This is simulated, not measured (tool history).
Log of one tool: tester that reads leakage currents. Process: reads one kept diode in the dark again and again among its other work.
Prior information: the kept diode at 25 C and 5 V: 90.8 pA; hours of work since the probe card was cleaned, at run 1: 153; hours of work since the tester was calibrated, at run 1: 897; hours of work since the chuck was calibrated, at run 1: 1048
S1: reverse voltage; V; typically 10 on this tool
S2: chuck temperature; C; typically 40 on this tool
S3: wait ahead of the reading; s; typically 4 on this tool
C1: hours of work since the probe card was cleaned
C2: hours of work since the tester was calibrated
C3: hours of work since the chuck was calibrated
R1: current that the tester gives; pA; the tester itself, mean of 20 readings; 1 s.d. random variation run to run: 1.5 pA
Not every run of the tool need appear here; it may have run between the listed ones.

{"run": 1, "hour": 0.0, "S1": 10, "S2": 40, "S3": 4, "C1": 153, "C2": 897, "C3": 1048, "R1": 511.48}
{"run": 2, "hour": 13.5, "S1": 10, "S2": 40, "S3": 4, "C1": 163, "C2": 907, "C3": 1058, "R1": 514.16}
{"run": 3, "hour": 38.8, "S1": 10, "S2": 40, "S3": 2.63, "C1": 182, "C2": 925, "C3": 1076, "R1": 510.7}
{"run": 4, "hour": 60.8, "S1": 10, "S2": 40, "S3": 2.63, "C1": 198, "C2": 942, "C3": 1092, "R1": 514.33}
{"run": 5, "hour": 83.6, "S1": 10, "S2": 34, "S3": 2.63, "C1": 214, "C2": 958, "C3": 1109, "R1": 304.67}
{"run": 6, "hour": 100.9, "S1": 10, "S2": 34, "S3": 2.63, "C1": 227, "C2": 971, "C3": 1122, "R1": 304.69}
{"run": 7, "hour": 130.7, "S1": 10, "S2": 34, "S3": 2.63, "C1": 249, "C2": 992, "C3": 1143, "R1": 303.7}
{"run": 8, "hour": 159.8, "S1": 10, "S2": 34, "S3": 2.63, "C1": 270, "C2": 1014, "C3": 1165, "R1": 304.21}
{"run": 9, "hour": 189.2, "S1": 7.7, "S2": 40, "S3": 4, "C1": 291, "C2": 1035, "C3": 1186, "R1": 444.02}
{"run": 10, "hour": 204.2, "S1": 7.3, "S2": 40, "S3": 4, "C1": 302, "C2": 1046, "C3": 1197, "R1": 431.22}
{"run": 11, "hour": 232.5, "S1": 2, "S2": 40, "S3": 4, "C1": 323, "C2": 1067, "C3": 1217, "R1": 211.67}
{"run": 12, "hour": 248.2, "S1": 2, "S2": 40, "S3": 4, "C1": 334, "C2": 1078, "C3": 1229, "R1": 209.72}
{"run": 13, "hour": 261.9, "S1": 10, "S2": 40, "S3": 4, "C1": 344, "C2": 1088, "C3": 1239, "R1": 512.29}
{"run": 14, "hour": 288.8, "S1": 10, "S2": 40, "S3": 4, "C1": 364, "C2": 1108, "C3": 1258, "R1": 510.79}
{"run": 15, "hour": 318.0, "S1": 10, "S2": 29, "S3": 4, "C1": 385, "C2": 1129, "C3": 1280, "R1": 192.67}
{"run": 16, "hour": 348.3, "S1": 10, "S2": 29, "S3": 4, "C1": 407, "C2": 1151, "C3": 1302, "R1": 193.16}
{"run": 17, "hour": 372.8, "S1": 10, "S2": 29, "S3": 4, "C1": 425, "C2": 1169, "C3": 1320, "R1": 193.12}
{"run": 18, "hour": 390.4, "S1": 2.1, "S2": 28, "S3": 4.39, "C1": 438, "C2": 1182, "C3": 1332, "R1": 74.15}
{"run": 19, "hour": 405.1, "S1": 2.1, "S2": 28, "S3": 4.39, "C1": 448, "C2": 1192, "C3": 1343, "R1": 74.98}
{"run": 20, "hour": 422.6, "S1": 2.1, "S2": 28, "S3": 4.39, "C1": 461, "C2": 1205, "C3": 1356, "R1": 74.68}
{"run": 21, "hour": 441.8, "S1": 10, "S2": 44, "S3": 4, "C1": 475, "C2": 1219, "C3": 1370, "R1": 723.25}
{"run": 22, "hour": 462.9, "S1": 5.3, "S2": 21, "S3": 1.53, "C1": 491, "C2": 1234, "C3": 1385, "R1": 64.6}
{"run": 23, "hour": 489.0, "S1": 5.3, "S2": 21, "S3": 1.53, "C1": 510, "C2": 1253, "C3": 1404, "R1": 64.66}
{"hour": 506.9, "done": "chuck's temperature calibrated"}
{"run": 24, "hour": 511.8, "S1": 5.3, "S2": 21, "S3": 1.53, "C1": 525, "C2": 1269, "C3": 4, "R1": 64.69}
{"run": 25, "hour": 525.1, "S1": 10.3, "S2": 36, "S3": 4, "C1": 534, "C2": 1278, "C3": 13, "R1": 369.27}
{"run": 26, "hour": 554.2, "S1": 10.3, "S2": 36, "S3": 4, "C1": 556, "C2": 1299, "C3": 34, "R1": 369.87}
{"run": 27, "hour": 570.1, "S1": 10.3, "S2": 36, "S3": 4, "C1": 567, "C2": 1311, "C3": 46, "R1": 367.88}
{"run": 28, "hour": 591.3, "S1": 9.2, "S2": 23, "S3": 2.11, "C1": 583, "C2": 1326, "C3": 61, "R1": 105.93}
{"run": 29, "hour": 604.7, "S1": 9.2, "S2": 23, "S3": 2.11, "C1": 592, "C2": 1336, "C3": 71, "R1": 105.97}

5 options for the next run, each taken on its own from the tool as it stands now. Forecast them:
{"run": "A", "hour": 627.1, "S1": 1.2, "S2": 27, "S3": 4, "C1": 609, "C2": 1353, "C3": 88, "R1": "?"}
{"run": "B", "hour": 627.1, "S1": 2.1, "S2": 25, "S3": 4, "C1": 609, "C2": 1353, "C3": 88, "R1": "?"}
{"run": "C", "hour": 627.1, "S1": 1.6, "S2": 52, "S3": 2.93, "C1": 609, "C2": 1353, "C3": 88, "R1": "?"}
{"run": "D", "hour": 627.1, "S1": 6.2, "S2": 34, "S3": 4, "C1": 609, "C2": 1353, "C3": 88, "R1": "?"}
{"run": "E", "hour": 627.1, "S1": 9.2, "S2": 23, "S3": 1.07, "C1": 609, "C2": 1353, "C3": 88, "R1": "?"}

run=A R1=50.04
run=B R1=56.39
run=C R1=501.62
run=D R1=233.2
run=E R1=106.9
Had the tool no hidden state, the same runs would have come out as:
run=A R1=50.04
run=B R1=56.39
run=C R1=501.68
run=D R1=233.2
run=E R1=106.87
